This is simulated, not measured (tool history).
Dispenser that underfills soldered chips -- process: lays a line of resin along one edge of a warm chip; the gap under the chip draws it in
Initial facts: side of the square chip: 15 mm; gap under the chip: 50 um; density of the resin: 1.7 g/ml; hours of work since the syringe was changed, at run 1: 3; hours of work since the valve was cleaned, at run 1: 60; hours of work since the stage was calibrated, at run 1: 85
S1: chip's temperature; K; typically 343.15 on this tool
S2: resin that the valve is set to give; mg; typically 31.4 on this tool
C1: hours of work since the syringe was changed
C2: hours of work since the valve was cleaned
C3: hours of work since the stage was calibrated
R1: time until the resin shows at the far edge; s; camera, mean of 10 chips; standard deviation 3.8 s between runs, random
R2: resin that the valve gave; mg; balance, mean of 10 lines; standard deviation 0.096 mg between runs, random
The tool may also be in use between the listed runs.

run    day      S1    S2  C1  C2   C3      R1     R2
  1      0  343.15  31.4   3  60   85   487.6  30.45
     0.308  -- dispensing valve cleaned and set on the balance
  2  0.333  343.15  31.4   7   0   90   646.4  31.35
     0.588  -- new syringe of resin
  3  0.642  343.15  31.4   1   5   94   417.9  31.36
  4  0.858  343.15    29   4   8   97   509.3  28.94
  5      1  343.15  39.6   6  10   99   572.4  39.47
  6  1.188  340.15  39.6   9  13  102   783.5  39.22
     1.358  -- new syringe of resin
  7  1.471  340.15  39.6   2  17  106   477.6  39.43
  8  1.712  343.15  40.7   5  20  109   551.3  40.38
  9  1.921  343.15  31.4   8  23  112   699.3  31.03
     2.121  -- new syringe of resin
 10  2.204  358.15  31.4   1  27  116   256.5  30.98
 11  2.446  358.15  31.4   5  31  120     325  30.61
 12  2.696  358.15  31.4   8  34  123   415.4  30.71
 13  2.821  352.15  31.4  10  36  125   574.9  30.68
     2.892  -- new syringe of resin
 14  3.025  352.15  31.4   2  39  128   329.1  30.64
 15  3.288  343.15  31.4   6  43  132   579.9  30.63
 16  3.442  343.15  31.4   8  45  134   688.7  30.65
     3.662  -- new syringe of resin
 17  3.688  343.15  33.2   0  48  138   394.8  32.46
 18  3.925  343.15  33.2   4  52  141   511.2  32.15
 19  4.158  343.15  33.2   7  55  144   638.6  32.17
 20  4.304  328.15  29.4   9  57  147  1306.2   28.5
     4.429  -- new syringe of resin
 21  4.483  329.15  29.4   1  60  149   705.6   28.4
 22  4.675  348.15  37.9   4  63  152   426.2  36.57
     4.854  -- dispensing valve cleaned and set on the balance
 23  4.867  334.15    28   6   0  154   825.8     28
 24  5.071  334.15    28   9   3  157  1003.5  27.97
     5.254  -- new syringe of resin
 25    5.3  334.15    28   1   6  160     592  27.89
 26  5.596  334.15    28   5  11  164   793.1  27.95
 27  5.808  334.15    28   8  14  167   992.9  27.65
     6.021  -- new syringe of resin
 28  6.029  331.15  32.9   0  17  170   624.4  32.52
 29  6.229  341.15  37.9   3  20  173   519.1  37.41
 30  6.438  341.15  37.9   6  23  176   634.9  37.28
 31  6.612  332.15  33.4   9  25  179  1089.5  32.88
     6.788  -- new syringe of resin
 32  6.804  339.15  33.4   0  28  182   463.4  32.66
 33      7  339.15  33.4   3  31  184   571.9  32.54
 34    7.2  348.15    40   6  34  187     501  39.14
 35  7.396  348.15    40   9  36  190   612.7  38.86
     7.567  -- new syringe of resin
 36  7.696  348.15    40   2  41  194   381.4   38.9
 37  7.971  334.15    35   6  45  198   835.8  33.98

Forecast each of these 3 alternatives for the next run:
  A  8.133  330.15  26.7   8  47  201   ?   ?
  B  8.133  338.15  33.8   8  47  201   ?   ?
  C  8.133  357.15  33.7   8  47  201   ?   ?

run      R1     R2
  A  1194.4   25.7
  B   854.2  32.87
  C   428.1  32.73
Without the tool's hidden state the same runs would have given:
run     R1     R2
  A  624.6  26.53
  B  450.3  33.92
  C    227  33.77

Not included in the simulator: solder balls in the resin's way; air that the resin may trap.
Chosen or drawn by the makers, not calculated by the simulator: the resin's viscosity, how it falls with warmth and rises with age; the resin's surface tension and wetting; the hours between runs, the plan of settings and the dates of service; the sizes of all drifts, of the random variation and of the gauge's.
